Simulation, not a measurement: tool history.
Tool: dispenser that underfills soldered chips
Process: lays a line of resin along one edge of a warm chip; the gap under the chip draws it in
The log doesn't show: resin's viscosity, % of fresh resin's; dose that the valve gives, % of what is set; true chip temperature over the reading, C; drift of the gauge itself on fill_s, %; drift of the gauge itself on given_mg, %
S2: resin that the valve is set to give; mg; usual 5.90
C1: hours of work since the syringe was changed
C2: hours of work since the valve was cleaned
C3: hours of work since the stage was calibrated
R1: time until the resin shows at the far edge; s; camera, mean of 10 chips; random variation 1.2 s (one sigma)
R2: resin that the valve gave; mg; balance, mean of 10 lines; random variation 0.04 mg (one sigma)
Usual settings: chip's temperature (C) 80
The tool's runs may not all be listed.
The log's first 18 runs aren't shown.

-- hour=62.3 new syringe of resin
run 19 hour=64.2 | chip's_temperature_(C)=80 S2=5.90 | C1=1 C2=103 C3=79 | R1=122.6 R2=5.59
run 20 hour=67.8 | chip's_temperature_(C)=77 S2=7.16 | C1=4 C2=105 C3=81 | R1=160.3 R2=6.84
run 21 hour=70.0 | chip's_temperature_(C)=83 S2=5.43 | C1=5 C2=107 C3=83 | R1=134.9 R2=5.15
run 22 hour=72.3 | chip's_temperature_(C)=88 S2=5.15 | C1=7 C2=108 C3=85 | R1=120.9 R2=4.83
run 23 hour=75.7 | chip's_temperature_(C)=93 S2=5.54 | C1=9 C2=111 C3=87 | R1=107.4 R2=5.18
-- hour=79.0 new syringe of resin
run 24 hour=79.0 | chip's_temperature_(C)=73 S2=5.14 | C1=0 C2=113 C3=89 | R1=167.3 R2=4.83
run 25 hour=83.5 | chip's_temperature_(C)=73 S2=5.14 | C1=3 C2=116 C3=92 | R1=196.2 R2=4.85
run 26 hour=86.9 | chip's_temperature_(C)=73 S2=5.14 | C1=6 C2=118 C3=95 | R1=229.2 R2=4.84
run 27 hour=90.3 | chip's_temperature_(C)=70 S2=5.65 | C1=8 C2=121 C3=97 | R1=289.7 R2=5.27
run 28 hour=94.2 | chip's_temperature_(C)=83 S2=5.36 | C1=11 C2=123 C3=100 | R1=184.1 R2=4.97
-- hour=95.9 new syringe of resin
run 29 hour=96.4 | chip's_temperature_(C)=95 S2=5.36 | C1=0 C2=125 C3=101 | R1=60.3 R2=5.06
run 30 hour=100.9 | chip's_temperature_(C)=91 S2=6.17 | C1=4 C2=128 C3=104 | R1=82.9 R2=5.81
run 31 hour=105.5 | chip's_temperature_(C)=74 S2=6.17 | C1=7 C2=131 C3=108 | R1=216.1 R2=5.86

Forecast run 32:
run 32 hour=109.2 | chip's_temperature_(C)=74 S2=6.17 | C1=9 C2=134 C3=110 | R1=? R2=?

Run 32 gave R1 257.6 s, R2 5.68 mg.
Without the tool's hidden state the same run would have given R1 154.7 s, R2 6.11 mg.
